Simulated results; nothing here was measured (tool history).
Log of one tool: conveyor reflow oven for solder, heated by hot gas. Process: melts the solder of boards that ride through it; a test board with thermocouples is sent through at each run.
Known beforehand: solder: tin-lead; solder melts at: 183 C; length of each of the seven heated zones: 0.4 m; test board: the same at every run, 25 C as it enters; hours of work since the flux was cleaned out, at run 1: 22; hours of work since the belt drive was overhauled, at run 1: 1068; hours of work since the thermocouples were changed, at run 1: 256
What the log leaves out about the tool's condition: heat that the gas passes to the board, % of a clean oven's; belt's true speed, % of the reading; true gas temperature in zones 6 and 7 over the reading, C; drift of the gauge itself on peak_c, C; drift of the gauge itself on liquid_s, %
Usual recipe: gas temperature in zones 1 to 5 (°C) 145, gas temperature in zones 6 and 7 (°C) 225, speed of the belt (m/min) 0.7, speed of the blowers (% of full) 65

run,day,gas temperature in zones 1 to 5 (°C),gas temperature in zones 6 and 7 (°C),speed of the belt (m/min),speed of the blowers (% of full),hours of work since the flux was cleaned out,hours of work since the belt drive was overhauled,hours of work since the thermocouples were changed,highest temperature of the board (°C),time above the solder's melting point (s)
1,0,145,225,0.7,65,22,1068,256,211.9,50.7
2,2.904,150,225,0.7,65,58,1104,292,212.6,53.4
3,4.908,150,225,0.7,65,83,1129,317,211.9,53.3
4,6.608,150,225,0.7,65,104,1150,338,211.7,52.4
5,9.271,145,225,0.7,65,137,1183,371,210,50
6,10.662,145,225,0.788,65,155,1201,389,207.6,40.7
# day 12.392: flux residue cleaned out of gas plates and filters
7,12.708,145,214,0.788,65,4,1223,411,198.6,33.2
8,14.662,145,214,0.788,65,28,1248,436,198.6,32.5
9,17.092,133,225,0.7,65,58,1278,466,208.8,44.6
10,19.967,145,225,0.646,65,94,1313,501,212.4,57.2
11,21.679,145,225,0.646,65,115,1335,523,212.6,56.5
12,23.088,145,225,0.646,65,133,1352,540,212.4,56.5
13,25.108,145,225,0.646,65,158,1377,565,212.4,56.4
# day 26.658: flux residue cleaned out of gas plates and filters
14,28.104,145,225,0.765,65,18,1412,600,209.3,43.9
15,29.875,145,225,0.7,65,40,1434,622,210.4,50.7
16,32.4,145,225,0.7,65,71,1465,653,210.2,51
# day 33.738: belt drive overhauled, speed set with a stopwatch
17,34.425,142,225,0.84,65,94,9,676,203.7,33.3
18,36.738,142,225,0.84,65,123,37,705,203.1,32.7
19,38.592,145,234,0.629,65,146,60,728,220.1,62.4
# day 41.125: flux residue cleaned out of gas plates and filters
20,41.662,157,223,0.62,76,7,96,763,213.8,65.3
21,43.521,154,223,0.638,54,30,119,786,210.1,58
22,45.912,134,219,0.807,58,59,148,816,196.2,24.5
23,47.092,134,214,0.688,58,74,163,831,197.2,31.5
24,49.129,134,214,0.688,58,99,188,856,196.7,31.2
25,51.633,141,215,0.605,58,130,219,887,202.3,46.6
26,54.029,145,225,0.7,78,160,249,917,210.5,49.5
# day 55.412: flux residue cleaned out of gas plates and filters
27,57.15,145,225,0.7,78,22,285,953,212,51.3
28,60.012,145,225,0.7,78,57,321,988,211.4,50.8
29,61.521,145,225,0.7,78,76,339,1007,211.3,50.6
30,64.45,145,225,0.7,78,112,376,1043,210.5,50.5

For each run, the measured value with the value that run would have given without the tool's hidden condition subtracted. The run-to-run variation is shared by both, the gauge scatter possibly not:
run,highest temperature of the board (°C),time above the solder's melting point (s)
1,-0.3,+0.6
2,-0.7,+0.5
3,-0.9,+0.2
4,-1.1,+0.1
5,-1.5,-0.4
6,-1.7,-0.8
7,-0.6,+0.2
8,-0.8,-0.2
9,-1.2,+0
10,-1.5,+0
11,-1.6,-0.2
12,-1.8,-0.4
13,-2.1,-0.5
14,-0.9,+0.4
15,-1.2,+0.4
16,-1.5,+0.1
17,-2.5,-2.3
18,-2.8,-2.7
19,-2.9,-1.9
20,-2,-1.1
21,-2.1,-1.6
22,-2.5,-3
23,-2.6,-3.6
24,-2.9,-4
25,-3,-3.8
26,-3.6,-2.9
27,-2.3,-1.4
28,-2.7,-1.7
29,-2.8,-1.9
30,-3.3,-2.2

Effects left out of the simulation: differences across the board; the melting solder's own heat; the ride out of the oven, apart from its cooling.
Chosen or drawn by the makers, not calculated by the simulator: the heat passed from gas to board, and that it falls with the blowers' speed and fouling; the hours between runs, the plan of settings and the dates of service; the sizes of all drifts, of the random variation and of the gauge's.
